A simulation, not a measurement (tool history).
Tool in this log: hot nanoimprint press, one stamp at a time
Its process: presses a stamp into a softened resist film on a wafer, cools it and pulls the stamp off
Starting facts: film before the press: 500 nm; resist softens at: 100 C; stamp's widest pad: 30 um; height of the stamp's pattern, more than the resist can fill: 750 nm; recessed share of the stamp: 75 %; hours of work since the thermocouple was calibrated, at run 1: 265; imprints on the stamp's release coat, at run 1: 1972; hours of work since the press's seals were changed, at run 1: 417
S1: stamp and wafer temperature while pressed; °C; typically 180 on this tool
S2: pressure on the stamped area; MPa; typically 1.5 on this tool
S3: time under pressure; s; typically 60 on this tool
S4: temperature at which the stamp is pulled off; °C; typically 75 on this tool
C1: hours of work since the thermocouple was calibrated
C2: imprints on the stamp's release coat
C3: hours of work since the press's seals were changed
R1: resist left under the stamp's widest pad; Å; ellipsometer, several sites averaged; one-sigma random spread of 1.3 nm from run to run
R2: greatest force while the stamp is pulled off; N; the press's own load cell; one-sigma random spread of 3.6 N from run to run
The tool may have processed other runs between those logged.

run   hour   S1    S2   S3  S4   C1    C2   C3    R1   R2
  1      0  180   1.5   60  75  265  1972  417  3045  244
  2   17.8  180   1.5   60  75  274  2036  426  3046  247
  3   28.2  180   1.5   60  75  279  2073  431  3030  250
  4   45.5  180   1.5   60  75  287  2134  440  3059  248
      53.1  -- stamp cleaned and given a new release coat
  5   67.7  180   1.5   60  75  295    52  448  3025  216
  6   89.1  180   1.5   60  73  306   128  458  3037  230
      95.6  -- plate thermocouple calibrated
  7  109.6  176   1.5   60  75    7   190  467  3443  222
  8  131.6  180   1.5   60  75   18   268  478  3044  228
  9  141.6  180   1.5   60  75   23   304  483  3052  227
 10  151.6  180   1.5   60  75   28   339  488  3050  222
 11  164.7  180  0.93   60  75   34   386  494  3653  224
 12  185.9  180  0.93   60  75   45   461  505  3678  229
 13  207.8  180  0.93   60  75   56   539  516  3618  223
 14  222.7  180   1.5   60  80   63   592  523  3067  212
     231.9  -- plate thermocouple calibrated, once more
 15  238.8  180   1.5   60  80    3   639  530  3000  209
 16  255.7  180   1.5  104  75   12   699  538  2529  229
 17  270.5  180  1.58   39  68   19   752  545  3327  249
 18  279.3  180   1.5   32  80   24   783  550  3532  205
 19  296.6  180   1.5   32  80   32   845  558  3560  214
 20  315.8  180  2.27   60  69   42   913  568  2531  251
 21  329.8  180  2.27   60  69   49   963  575  2530  253
 22  338.7  180  2.27   60  69   53   994  579  2508  247
 23  351.8  180  2.27   60  69   60  1041  586  2528  251

What will run 24 give?
 24  369.6  180  2.27  60  69  68  1104  595   ?   ?

Run 24 produced R1 2547 Å, R2 258 N.
On a tool with no hidden condition, and with the same random variation, this run would have come out at R1 2483 Å, R2 240 N.

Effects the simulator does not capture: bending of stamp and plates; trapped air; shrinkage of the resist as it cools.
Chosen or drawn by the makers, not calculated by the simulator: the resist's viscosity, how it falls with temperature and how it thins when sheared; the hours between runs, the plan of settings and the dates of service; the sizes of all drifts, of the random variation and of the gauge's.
